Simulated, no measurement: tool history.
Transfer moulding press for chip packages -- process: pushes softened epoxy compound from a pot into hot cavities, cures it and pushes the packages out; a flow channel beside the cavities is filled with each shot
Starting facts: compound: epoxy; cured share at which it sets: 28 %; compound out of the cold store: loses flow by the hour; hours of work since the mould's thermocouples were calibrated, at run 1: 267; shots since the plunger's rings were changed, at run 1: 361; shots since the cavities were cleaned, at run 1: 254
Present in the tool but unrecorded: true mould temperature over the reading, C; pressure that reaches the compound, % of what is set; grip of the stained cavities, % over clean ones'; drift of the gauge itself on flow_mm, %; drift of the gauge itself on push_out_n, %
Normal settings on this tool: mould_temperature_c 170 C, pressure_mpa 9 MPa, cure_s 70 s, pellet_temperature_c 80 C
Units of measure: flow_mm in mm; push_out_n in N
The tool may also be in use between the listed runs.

run  hour  mould_temperature_c  pressure_mpa  cure_s  pellet_temperature_c  hours of work since the mould's thermocouples were calibrated  shots since the plunger's rings were changed  shots since the cavities were cleaned  incoming compound's hours out of the cold store  flow_mm  push_out_n
  1     0                  170             9      70                    80                                                            267                                           361                                    254                                               36      641         718
     16.6  -- cavities cleaned with cleaning compound and waxed
  2  18.4                  170          7.09      70                    80                                                            276                                           561                                     21                                              8.6      650         527
  3  38.4                  170          7.09      70                    80                                                            287                                           798                                    258                                             42.2      549         681
     55.7  -- cavities cleaned with cleaning compound and waxed
  4  58.6                  170          7.09      70                    80                                                            297                                          1020                                     35                                             47.3      537         491
  5  71.8                  170          7.09      70                    80                                                            304                                          1177                                    192                                             17.7      602         672
  6  86.4                  170          7.09      70                    80                                                            311                                          1350                                    365                                             22.2      604         749

Expected results for the next run?
      93.6  -- cavities cleaned with cleaning compound and waxed
  7  109.2                  170          9.29      67                    80                                                            322                                          1603                                    185                                              8.5        ?           ?

{"run 7": {"flow_mm": 722, "push_out_n": 766}}
Minus the tool's unlogged condition, the same run would have read flow_mm 742 mm, push_out_n 575 N.
